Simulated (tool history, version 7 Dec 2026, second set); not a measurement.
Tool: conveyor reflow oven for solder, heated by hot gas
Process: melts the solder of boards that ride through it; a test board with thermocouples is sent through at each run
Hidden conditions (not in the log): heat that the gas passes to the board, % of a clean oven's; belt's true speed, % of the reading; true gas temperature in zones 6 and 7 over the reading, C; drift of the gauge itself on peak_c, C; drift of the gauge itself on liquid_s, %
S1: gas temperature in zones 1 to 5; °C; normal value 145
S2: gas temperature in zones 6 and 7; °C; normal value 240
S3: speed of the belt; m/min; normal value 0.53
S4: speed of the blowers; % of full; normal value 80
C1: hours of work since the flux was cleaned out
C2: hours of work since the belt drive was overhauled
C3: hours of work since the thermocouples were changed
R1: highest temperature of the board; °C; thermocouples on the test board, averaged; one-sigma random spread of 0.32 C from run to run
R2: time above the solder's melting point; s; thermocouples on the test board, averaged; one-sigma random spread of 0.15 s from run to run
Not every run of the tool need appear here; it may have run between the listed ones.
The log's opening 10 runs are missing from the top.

{"run": 11, "hour": 216.0, "S1": 145, "S2": 240, "S3": 0.53, "S4": 80, "C1": 314, "C2": 302, "C3": 677, "R1": 222.8, "R2": 75.8}
{"run": 12, "hour": 233.2, "S1": 145, "S2": 240, "S3": 0.53, "S4": 80, "C1": 322, "C2": 310, "C3": 685, "R1": 222.3, "R2": 75.7}
{"run": 13, "hour": 256.6, "S1": 145, "S2": 240, "S3": 0.496, "S4": 80, "C1": 333, "C2": 321, "C3": 696, "R1": 224.6, "R2": 83.1}
{"run": 14, "hour": 274.7, "S1": 145, "S2": 240, "S3": 0.496, "S4": 80, "C1": 341, "C2": 330, "C3": 704, "R1": 224.3, "R2": 82.7}
{"run": 15, "hour": 293.2, "S1": 145, "S2": 240, "S3": 0.496, "S4": 80, "C1": 350, "C2": 338, "C3": 713, "R1": 224.4, "R2": 82.3}
{"run": 16, "hour": 315.6, "S1": 145, "S2": 240, "S3": 0.53, "S4": 80, "C1": 361, "C2": 349, "C3": 723, "R1": 221.6, "R2": 75.5}
{"run": 17, "hour": 340.5, "S1": 145, "S2": 240, "S3": 0.53, "S4": 80, "C1": 372, "C2": 360, "C3": 735, "R1": 222.2, "R2": 75.1}
{"run": 18, "hour": 359.2, "S1": 158, "S2": 240, "S3": 0.485, "S4": 60, "C1": 381, "C2": 369, "C3": 744, "R1": 221.6, "R2": 89.2}
{"run": 19, "hour": 381.3, "S1": 158, "S2": 240, "S3": 0.485, "S4": 60, "C1": 391, "C2": 380, "C3": 754, "R1": 221.5, "R2": 89.2}
{"run": 20, "hour": 402.1, "S1": 158, "S2": 240, "S3": 0.485, "S4": 60, "C1": 401, "C2": 389, "C3": 764, "R1": 220.3, "R2": 89.1}
{"run": 21, "hour": 426.5, "S1": 145, "S2": 237, "S3": 0.496, "S4": 83, "C1": 413, "C2": 401, "C3": 776, "R1": 221, "R2": 80.5}
{"run": 22, "hour": 442.0, "S1": 152, "S2": 251, "S3": 0.531, "S4": 80, "C1": 420, "C2": 408, "C3": 783, "R1": 232, "R2": 85.6}
{"run": 23, "hour": 456.1, "S1": 152, "S2": 251, "S3": 0.531, "S4": 80, "C1": 427, "C2": 415, "C3": 790, "R1": 232.1, "R2": 85.3}
{"run": 24, "hour": 474.6, "S1": 143, "S2": 229, "S3": 0.429, "S4": 65, "C1": 435, "C2": 424, "C3": 798, "R1": 213.8, "R2": 84.3}
{"run": 25, "hour": 485.2, "S1": 158, "S2": 247, "S3": 0.53, "S4": 80, "C1": 440, "C2": 429, "C3": 803, "R1": 229.9, "R2": 87.1}
{"run": 26, "hour": 497.4, "S1": 145, "S2": 240, "S3": 0.593, "S4": 63, "C1": 446, "C2": 434, "C3": 809, "R1": 212.5, "R2": 57.6}
{"run": 27, "hour": 522.4, "S1": 143, "S2": 252, "S3": 0.605, "S4": 63, "C1": 458, "C2": 446, "C3": 821, "R1": 220.7, "R2": 62.9}
{"hour": 531.6, "done": "flux residue cleaned out of gas plates and filters"}
{"run": 28, "hour": 552.5, "S1": 132, "S2": 238, "S3": 0.53, "S4": 84, "C1": 10, "C2": 458, "C3": 833, "R1": 221.4, "R2": 70.2}
{"run": 29, "hour": 570.7, "S1": 132, "S2": 238, "S3": 0.53, "S4": 84, "C1": 18, "C2": 466, "C3": 841, "R1": 220.9, "R2": 70.6}
{"run": 30, "hour": 593.6, "S1": 132, "S2": 238, "S3": 0.53, "S4": 84, "C1": 29, "C2": 477, "C3": 852, "R1": 220.4, "R2": 70.1}
{"run": 31, "hour": 618.0, "S1": 145, "S2": 239, "S3": 0.582, "S4": 80, "C1": 41, "C2": 489, "C3": 863, "R1": 220.1, "R2": 67.6}

3 options for the next run, each taken on its own from the tool as it stands now. Forecast them:
{"run": "A", "hour": 644.0, "S1": 157, "S2": 240, "S3": 0.46, "S4": 80, "C1": 53, "C2": 501, "C3": 876, "R1": "?", "R2": "?"}
{"run": "B", "hour": 644.0, "S1": 159, "S2": 239, "S3": 0.584, "S4": 80, "C1": 53, "C2": 501, "C3": 876, "R1": "?", "R2": "?"}
{"run": "C", "hour": 644.0, "S1": 141, "S2": 240, "S3": 0.53, "S4": 79, "C1": 53, "C2": 501, "C3": 876, "R1": "?", "R2": "?"}

run=A R1=228 R2=98.8
run=B R1=222.2 R2=75.1
run=C R1=222.8 R2=74.7
What these runs would have given with no unlogged condition in the tool:
run=A R1=231.9 R2=100
run=B R1=225.9 R2=76.6
run=C R1=226.6 R2=76.6

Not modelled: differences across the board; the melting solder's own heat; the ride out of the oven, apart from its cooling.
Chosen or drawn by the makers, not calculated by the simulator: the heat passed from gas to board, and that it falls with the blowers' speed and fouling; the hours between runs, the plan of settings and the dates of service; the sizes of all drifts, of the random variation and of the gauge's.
